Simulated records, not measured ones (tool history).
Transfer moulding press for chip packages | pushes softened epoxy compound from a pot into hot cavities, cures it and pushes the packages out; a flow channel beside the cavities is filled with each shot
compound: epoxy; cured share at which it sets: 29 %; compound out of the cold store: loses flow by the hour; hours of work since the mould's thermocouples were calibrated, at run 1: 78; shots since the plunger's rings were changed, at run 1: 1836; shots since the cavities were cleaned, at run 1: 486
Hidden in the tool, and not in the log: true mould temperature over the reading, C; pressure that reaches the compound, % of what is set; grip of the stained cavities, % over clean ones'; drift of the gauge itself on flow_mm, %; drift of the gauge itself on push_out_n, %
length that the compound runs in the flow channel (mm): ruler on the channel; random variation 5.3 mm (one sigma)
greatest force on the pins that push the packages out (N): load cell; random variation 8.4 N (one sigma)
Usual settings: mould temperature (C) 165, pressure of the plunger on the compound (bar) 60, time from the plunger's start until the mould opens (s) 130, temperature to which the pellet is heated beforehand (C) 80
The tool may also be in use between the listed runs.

run	hour	mould temperature (C)	pressure of the plunger on the compound (bar)	time from the plunger's start until the mould opens (s)	temperature to which the pellet is heated beforehand (C)	hours of work since the mould's thermocouples were calibrated	shots since the plunger's rings were changed	shots since the cavities were cleaned	incoming compound's hours out of the cold store	length that the compound runs in the flow channel (mm)	greatest force on the pins that push the packages out (N)
1	0	165	60	130	80	78	1836	486	36.4	558	666
2	5.8	165	60	130	80	81	1888	538	36.3	564	700
3	13.3	165	45.5	130	80	86	1956	606	9.8	560	690
4	22.2	165	60	130	76	91	2036	686	14.7	624	738
5	27.8	165	60	130	76	95	2086	736	9.8	639	703
6	34.1	165	60	130	76	98	2143	793	38.5	561	718
# hour 38.9: cavities cleaned with cleaning compound and waxed
7	40	165	60	130	80	101	2182	10	22.2	592	918
8	48.4	165	60	130	80	106	2258	86	15	623	882
9	57.2	165	60	130	80	112	2337	165	19.1	605	846
# hour 64.3: cavities cleaned with cleaning compound and waxed, once more
10	66.6	165	60	130	80	117	2409	21	13.4	619	405
11	72.2	165	60	130	76	120	2459	71	42.1	536	444
12	78.7	165	60	130	76	124	2517	129	16.4	601	510
13	86.2	165	60	130	80	129	2585	197	31.2	563	553
14	93.2	165	60	130	80	133	2648	260	34.5	550	600
15	98.1	165	58.8	126	80	136	2692	304	14.1	608	639
16	105.7	160	60	118	80	140	2761	373	39.7	553	986
17	115	168	49.9	133	80	146	2844	456	34.3	500	624
18	121.5	166	60	123	80	150	2902	514	45.2	514	669
19	126.9	171	74.3	113	78	153	2951	563	15.6	663	650
20	134.7	165	60	127	80	158	3021	633	33.3	554	709
21	142.2	165	50.6	134	80	163	3088	700	41.8	485	655

Forecast run 22:
22	146.2	172	50.6	111	80	165	3124	736	22.7	?	?

Run 22 gave length that the compound runs in the flow channel (mm) 517, greatest force on the pins that push the packages out (N) 647.
Without the tool's hidden state the same run would have given length that the compound runs in the flow channel (mm) 542, greatest force on the pins that push the packages out (N) 332.
